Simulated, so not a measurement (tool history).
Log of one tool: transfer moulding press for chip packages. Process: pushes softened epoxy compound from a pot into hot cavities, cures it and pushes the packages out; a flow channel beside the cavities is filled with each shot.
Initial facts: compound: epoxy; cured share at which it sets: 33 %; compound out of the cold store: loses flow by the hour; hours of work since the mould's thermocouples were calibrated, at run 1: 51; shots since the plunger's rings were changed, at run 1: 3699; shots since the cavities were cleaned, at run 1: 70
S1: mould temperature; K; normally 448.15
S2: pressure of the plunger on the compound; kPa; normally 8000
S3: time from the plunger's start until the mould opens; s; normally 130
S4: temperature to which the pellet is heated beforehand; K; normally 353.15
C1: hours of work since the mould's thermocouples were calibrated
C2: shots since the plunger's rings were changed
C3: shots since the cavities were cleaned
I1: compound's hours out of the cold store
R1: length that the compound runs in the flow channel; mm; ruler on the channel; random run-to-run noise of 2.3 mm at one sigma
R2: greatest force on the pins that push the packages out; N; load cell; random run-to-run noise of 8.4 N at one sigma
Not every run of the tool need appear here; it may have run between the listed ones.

Run 1, hour 0.0: usual settings; C1 51; C2 3699; C3 70; I1 30.2. Result: R1 728 mm, R2 421 N.
Run 2, hour 33.5: usual settings; C1 66; C2 3915; C3 286; I1 23.2. Result: R1 743 mm, R2 519 N.
At hour 102.5: cavities cleaned with cleaning compound and waxed.
Run 3, hour 109.6: usual settings but S4 349.15 K; C1 99; C2 4396; C3 46; I1 14.4. Result: R1 757 mm, R2 740 N.
Run 4, hour 150.9: usual settings but S2 6490 kPa; C1 117; C2 4661; C3 311; I1 35.0. Result: R1 636 mm, R2 755 N.
At hour 212.3: plunger's sealing rings changed.
At hour 217.9: cavities cleaned with cleaning compound and waxed.
Run 5, hour 217.9: usual settings; C1 144; C2 26; C3 0; I1 24.5. Result: R1 765 mm, R2 388 N.
Run 6, hour 277.7: usual settings but S2 7450 kPa; C1 170; C2 412; C3 386; I1 44.5. Result: R1 691 mm, R2 584 N.
At hour 320.4: cavities cleaned with cleaning compound and waxed, once more.
Run 7, hour 334.7: usual settings but S2 7450 kPa; C1 194; C2 769; C3 92; I1 14.7. Result: R1 761 mm, R2 447 N.
Run 8, hour 407.3: usual settings but S2 7840 kPa; C1 226; C2 1237; C3 560; I1 20.2. Result: R1 758 mm, R2 635 N.
At hour 430.9: cavities cleaned with cleaning compound and waxed.
Run 9, hour 471.1: usual settings; C1 253; C2 1639; C3 260; I1 32.5. Result: R1 733 mm, R2 528 N.
Run 10, hour 533.1: usual settings; C1 280; C2 2038; C3 659; I1 16.7. Result: R1 777 mm, R2 683 N.
At hour 540.6: cavities cleaned with cleaning compound and waxed.
Run 11, hour 606.7: usual settings; C1 312; C2 2502; C3 426; I1 25.8. Result: R1 745 mm, R2 616 N.
At hour 650.8: cavities cleaned with cleaning compound and waxed.
Run 12, hour 682.7: usual settings; C1 344; C2 2982; C3 205; I1 11.8. Result: R1 773 mm, R2 504 N.
Run 13, hour 720.3: usual settings; C1 360; C2 3224; C3 447; I1 23.6. Result: R1 745 mm, R2 591 N.
At hour 764.2: cavities cleaned with cleaning compound and waxed.
Run 14, hour 776.9: usual settings but S1 449.15 K; C1 384; C2 3579; C3 81; I1 22.7. Result: R1 745 mm, R2 416 N.
Run 15, hour 812.7: usual settings but S2 6770 kPa, S3 142 s, S4 361.15 K; C1 400; C2 3810; C3 312; I1 28.8. Result: R1 670 mm, R2 553 N.
At hour 873.9: cavities cleaned with cleaning compound and waxed.
Run 16, hour 877.7: usual settings but S2 6770 kPa, S3 142 s, S4 361.15 K; C1 428; C2 4219; C3 24; I1 43.8. Result: R1 637 mm, R2 392 N.
Run 17, hour 919.1: usual settings but S2 6770 kPa, S3 132 s, S4 361.15 K; C1 446; C2 4486; C3 291; I1 14.7. Result: R1 701 mm, R2 536 N.
Run 18, hour 970.9: usual settings but S2 6770 kPa, S3 132 s, S4 361.15 K; C1 468; C2 4820; C3 625; I1 12.3. Result: R1 703 mm, R2 653 N.
At hour 986.2: cavities cleaned with cleaning compound and waxed.
At hour 1006.1: plunger's sealing rings changed.
Run 19, hour 1034.4: usual settings but S2 6770 kPa, S3 118 s, S4 344.15 K; C1 494; C2 183; C3 295; I1 8.9. Result: R1 740 mm, R2 606 N.
Run 20, hour 1082.0: usual settings but S2 8860 kPa; C1 515; C2 490; C3 602; I1 17.9. Result: R1 816 mm, R2 649 N.
At hour 1103.0: cavities cleaned with cleaning compound and waxed.
Run 21, hour 1140.7: usual settings but S2 8860 kPa; C1 540; C2 858; C3 243; I1 32.0. Result: R1 781 mm, R2 502 N.
At hour 1212.6: cavities cleaned with cleaning compound and waxed.
Run 22, hour 1218.1: usual settings but S1 452.15 K, S2 9380 kPa; C1 573; C2 1347; C3 35; I1 47.1. Result: R1 746 mm, R2 402 N.
Run 23, hour 1259.7: usual settings but S1 452.15 K, S2 9380 kPa; C1 591; C2 1615; C3 303; I1 23.6. Result: R1 805 mm, R2 525 N.
At hour 1324.9: cavities cleaned with cleaning compound and waxed.
Run 24, hour 1324.9: usual settings but S3 139 s; C1 619; C2 2026; C3 0; I1 9.9. Result: R1 790 mm, R2 397 N.
At hour 1355.8: mould's thermocouples calibrated.
Run 25, hour 1369.0: usual settings but S1 447.15 K, S2 7930 kPa, S3 139 s; C1 6; C2 2297; C3 271; I1 19.5. Result: R1 760 mm, R2 530 N.
Run 26, hour 1422.0: usual settings but S1 453.15 K, S2 9760 kPa, S3 156 s, S4 350.15 K; C1 29; C2 2638; C3 612; I1 46.4. Result: R1 744 mm, R2 613 N.
At hour 1436.3: cavities cleaned with cleaning compound and waxed.
Run 27, hour 1474.1: usual settings but S1 451.15 K, S2 6090 kPa, S3 139 s, S4 362.15 K; C1 51; C2 2964; C3 243; I1 37.8. Result: R1 610 mm, R2 488 N.

Here are 4 independent what-if runs from the current tool condition. What would each one return?
Run A, hour 1539.5: usual settings but S1 451.15 K, S2 6140 kPa, S3 139 s, S4 362.15 K; C1 79; C2 3386; C3 665; I1 39.3. Result: R1 ?, R2 ?.
Run B, hour 1539.5: usual settings but S1 451.15 K, S2 7280 kPa, S3 127 s, S4 359.15 K; C1 79; C2 3386; C3 665; I1 40.5. Result: R1 ?, R2 ?.
Run C, hour 1539.5: usual settings but S1 451.15 K, S2 8870 kPa, S3 139 s, S4 352.15 K; C1 79; C2 3386; C3 665; I1 41.4. Result: R1 ?, R2 ?.
Run D, hour 1539.5: usual settings but S1 451.15 K, S2 6090 kPa, S3 139 s, S4 350.15 K; C1 79; C2 3386; C3 665; I1 44.4. Result: R1 ?, R2 ?.

run   R1   R2
  A  609  621
  B  656  639
  C  725  631
  D  597  642
Take away the tool's hidden state, keep each run's random variation, and the runs would have read:
run   R1   R2
  A  630  353
  B  679  361
  C  750  354
  D  617  361
